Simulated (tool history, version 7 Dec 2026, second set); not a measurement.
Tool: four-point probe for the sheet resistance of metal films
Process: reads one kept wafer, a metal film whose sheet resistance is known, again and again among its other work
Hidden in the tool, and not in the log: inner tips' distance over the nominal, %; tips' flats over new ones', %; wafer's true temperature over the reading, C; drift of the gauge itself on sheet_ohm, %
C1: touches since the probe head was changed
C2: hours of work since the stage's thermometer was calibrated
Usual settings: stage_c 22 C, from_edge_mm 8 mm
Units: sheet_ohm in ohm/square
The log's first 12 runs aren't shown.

{"run": 13, "hour": 247.0, "stage_c": 28, "from_edge_mm": 8, "C1": 19155, "C2": 77, "sheet_ohm": 6.464098}
{"run": 14, "hour": 270.0, "stage_c": 28, "from_edge_mm": 8, "C1": 19968, "C2": 95, "sheet_ohm": 6.465213}
{"run": 15, "hour": 288.7, "stage_c": 28, "from_edge_mm": 8, "C1": 20629, "C2": 110, "sheet_ohm": 6.463647}
{"run": 16, "hour": 311.4, "stage_c": 22, "from_edge_mm": 8, "C1": 21430, "C2": 127, "sheet_ohm": 6.528825}
{"run": 17, "hour": 325.2, "stage_c": 22, "from_edge_mm": 8, "C1": 21919, "C2": 138, "sheet_ohm": 6.5278}
{"run": 18, "hour": 351.6, "stage_c": 22, "from_edge_mm": 8, "C1": 22849, "C2": 159, "sheet_ohm": 6.525204}
{"run": 19, "hour": 365.0, "stage_c": 21, "from_edge_mm": 8, "C1": 23322, "C2": 169, "sheet_ohm": 6.539304}
{"run": 20, "hour": 385.2, "stage_c": 29, "from_edge_mm": 8, "C1": 24038, "C2": 185, "sheet_ohm": 6.45397}
{"run": 21, "hour": 398.2, "stage_c": 22, "from_edge_mm": 8, "C1": 24496, "C2": 196, "sheet_ohm": 6.52589}
{"run": 22, "hour": 410.1, "stage_c": 22, "from_edge_mm": 8, "C1": 24916, "C2": 205, "sheet_ohm": 6.526742}
{"run": 23, "hour": 438.8, "stage_c": 19, "from_edge_mm": 5, "C1": 25929, "C2": 227, "sheet_ohm": 6.641657}
{"run": 24, "hour": 466.4, "stage_c": 25, "from_edge_mm": 5, "C1": 26903, "C2": 249, "sheet_ohm": 6.573387}

Forecast run 25:
{"run": 25, "hour": 494.7, "stage_c": 25, "from_edge_mm": 5, "C1": 27905, "C2": 271, "sheet_ohm": "?"}

Run 25 gave sheet_ohm 6.574800 ohm/square.
Without the tool's hidden state the same run would have given sheet_ohm 6.602632 ohm/square.
